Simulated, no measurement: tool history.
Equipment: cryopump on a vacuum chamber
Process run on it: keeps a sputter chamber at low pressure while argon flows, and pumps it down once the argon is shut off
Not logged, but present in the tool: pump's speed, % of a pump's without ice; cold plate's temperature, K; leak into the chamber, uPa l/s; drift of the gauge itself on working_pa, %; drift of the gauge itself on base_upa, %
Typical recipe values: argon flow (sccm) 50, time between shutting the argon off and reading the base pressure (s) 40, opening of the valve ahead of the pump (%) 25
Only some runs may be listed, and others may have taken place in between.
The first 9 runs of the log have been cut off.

| run | hour | argon flow (sccm) | time between shutting the argon off and reading the base pressure (s) | opening of the valve ahead of the pump (%) | hours of work since the pump was warmed up and emptied | hours of work since the cold head was overhauled | hours of work since the chamber's fittings were tightened | pressure while argon flows (Pa) | pressure after the wait (uPa) |
|---|---|---|---|---|---|---|---|---|---|
| 10 | 177.1 | 50 | 40 | 25 | 396 | 396 | 3188 | 0.1511 | 1.70 |
| 11 | 186.9 | 50 | 40 | 25 | 401 | 401 | 3192 | 0.1524 | 1.70 |
| 12 | 205.0 | 50 | 40 | 25 | 409 | 409 | 3201 | 0.1506 | 1.70 |
| 13 | 220.9 | 70 | 40 | 25 | 417 | 417 | 3208 | 0.2121 | 1.70 |
| 14 | 234.4 | 70 | 40 | 25 | 423 | 423 | 3215 | 0.2134 | 1.71 |
| 15 | 253.0 | 70 | 40 | 25 | 432 | 432 | 3223 | 0.2129 | 1.73 |
| 16 | 264.7 | 70 | 40 | 25 | 437 | 437 | 3229 | 0.2142 | 1.71 |
| 17 | 283.0 | 50 | 40 | 18 | 446 | 446 | 3237 | 0.2098 | 1.71 |
| 18 | 294.1 | 50 | 40 | 18 | 451 | 451 | 3242 | 0.2102 | 1.72 |
| 19 | 306.7 | 50 | 95 | 18 | 457 | 457 | 3248 | 0.2102 | 0.89 |
| 20 | 318.5 | 50 | 95 | 18 | 462 | 462 | 3254 | 0.2086 | 0.92 |
| 21 | 334.5 | 50 | 25 | 36 | 470 | 470 | 3261 | 0.1092 | 2.56 |
| 22 | 353.7 | 54 | 156 | 30 | 478 | 478 | 3270 | 0.1380 | 0.71 |
| 23 | 375.5 | 50 | 151 | 29 | 489 | 489 | 3280 | 0.1326 | 0.71 |
| 24 | 395.5 | 54 | 201 | 47 | 498 | 498 | 3290 | 0.0927 | 0.63 |
| 25 | 407.9 | 50 | 40 | 16 | 504 | 504 | 3295 | 0.2359 | 1.71 |
| 26 | 421.3 | 50 | 40 | 16 | 510 | 510 | 3302 | 0.2386 | 1.73 |
| 27 | 431.3 | 30 | 40 | 25 | 515 | 515 | 3306 | 0.0914 | 1.75 |
| 28 | 443.1 | 26 | 210 | 57 | 520 | 520 | 3312 | 0.0371 | 0.63 |
| 29 | 467.1 | 63 | 35 | 25 | 531 | 531 | 3323 | 0.1944 | 1.89 |
| 30 | 488.2 | 63 | 35 | 25 | 541 | 541 | 3333 | 0.1946 | 1.92 |
| 31 | 508.9 | 25 | 41 | 57 | 551 | 551 | 3342 | 0.0358 | 1.72 |
| 32 | 531.6 | 33 | 133 | 25 | 561 | 561 | 3353 | 0.1021 | 0.79 |
| 33 | 546.5 | 20 | 25 | 16 | 568 | 568 | 3360 | 0.0934 | 2.60 |

Each row is a separate what-if for the run after 33, all from the same tool condition, not one after another. Results?
| A | 557.6 | 31 | 25 | 38 | 573 | 573 | 3365 | ? | ? |
| B | 557.6 | 32 | 253 | 15 | 573 | 573 | 3365 | ? | ? |
| C | 557.6 | 77 | 25 | 16 | 573 | 573 | 3365 | ? | ? |
| D | 557.6 | 41 | 134 | 30 | 573 | 573 | 3365 | ? | ? |
| E | 557.6 | 20 | 34 | 53 | 573 | 573 | 3365 | ? | ? |

| run | pressure while argon flows (Pa) | pressure after the wait (uPa) |
|---|---|---|
| A | 0.0652 | 2.54 |
| B | 0.1610 | 0.59 |
| C | 0.3662 | 2.53 |
| D | 0.1057 | 0.77 |
| E | 0.0298 | 1.97 |
Stripped of hidden state, with their random variation kept, the same runs would have yielded:
| run | pressure while argon flows (Pa) | pressure after the wait (uPa) |
|---|---|---|
| A | 0.0598 | 2.30 |
| B | 0.1555 | 0.36 |
| C | 0.3528 | 2.30 |
| D | 0.0986 | 0.53 |
| E | 0.0264 | 1.74 |
